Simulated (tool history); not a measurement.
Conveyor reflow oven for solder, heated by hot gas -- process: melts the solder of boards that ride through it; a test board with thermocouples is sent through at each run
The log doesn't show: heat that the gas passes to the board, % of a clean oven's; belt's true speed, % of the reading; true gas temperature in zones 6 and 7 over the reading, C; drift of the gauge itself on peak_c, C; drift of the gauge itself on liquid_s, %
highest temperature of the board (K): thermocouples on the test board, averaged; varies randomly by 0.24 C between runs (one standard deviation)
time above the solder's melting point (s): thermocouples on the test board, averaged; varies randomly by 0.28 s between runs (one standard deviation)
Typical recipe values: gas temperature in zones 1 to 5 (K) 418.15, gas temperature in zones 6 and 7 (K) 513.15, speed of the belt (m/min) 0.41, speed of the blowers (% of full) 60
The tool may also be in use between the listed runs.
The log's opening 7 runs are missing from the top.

run   hour  gas temperature in zones 1 to 5 (K)  gas temperature in zones 6 and 7 (K)  speed of the belt (m/min)  speed of the blowers (% of full)  hours of work since the flux was cleaned out  hours of work since the belt drive was overhauled  hours of work since the thermocouples were changed  highest temperature of the board (K)  time above the solder's melting point (s)
  8  188.5                               418.15                                513.15                       0.41                                60                                           167                                                455                                                 894                                483.45                                       59.8
  9  215.7                               415.15                                513.15                       0.41                                60                                           184                                                472                                                 911                                483.15                                       57.9
 10  230.8                               415.15                                502.15                       0.41                                60                                           194                                                481                                                 920                                474.35                                       46.1
 11  254.8                               415.15                                502.15                       0.41                                60                                           208                                                496                                                 935                                473.95                                       45.4
 12  277.9                               415.15                                502.15                       0.41                                60                                           223                                                510                                                 950                                474.35                                       45.1
 13  302.9                               415.15                                502.15                       0.41                                60                                           238                                                525                                                 965                                474.05                                       44.6
 14    329                               415.15                                502.15                       0.41                                60                                           254                                                542                                                 981                                473.85                                       44.8
       352  -- flux residue cleaned out of gas plates and filters
 15  356.1                               415.15                                502.15                       0.41                                60                                             2                                                555                                                 995                                473.05                                       43.8
 16  376.8                               418.15                                513.15                       0.41                                60                                            15                                                568                                                1008                                482.45                                       58.1
 17  395.8                               415.15                                513.15                      0.449                                60                                            27                                                580                                                1019                                477.45                                       44.3
 18  418.7                               407.15                                513.15                      0.478                                73                                            41                                                594                                                1034                                477.75                                         40
     454.6  -- flux residue cleaned out of gas plates and filters, once more
 19  458.3                               428.15                                513.15                       0.42                                57                                             2                                                615                                                1055                                485.05                                       64.9
 20  484.4                               416.15                                519.15                      0.485                                54                                            18                                                632                                                1071                                477.35                                       41.1

Expected results for the next run?
 21  506.4                               416.15                                519.15                      0.485                                54                                            32                                                645                                                1085                                     ?                                          ?

Logged for run 21: highest temperature of the board (K) 477.65, time above the solder's melting point (s) 40.4.
Take away the tool's hidden state, keep the run-to-run variation as it was, and the same run would have given highest temperature of the board (K) 480.65, time above the solder's melting point (s) 43.4.

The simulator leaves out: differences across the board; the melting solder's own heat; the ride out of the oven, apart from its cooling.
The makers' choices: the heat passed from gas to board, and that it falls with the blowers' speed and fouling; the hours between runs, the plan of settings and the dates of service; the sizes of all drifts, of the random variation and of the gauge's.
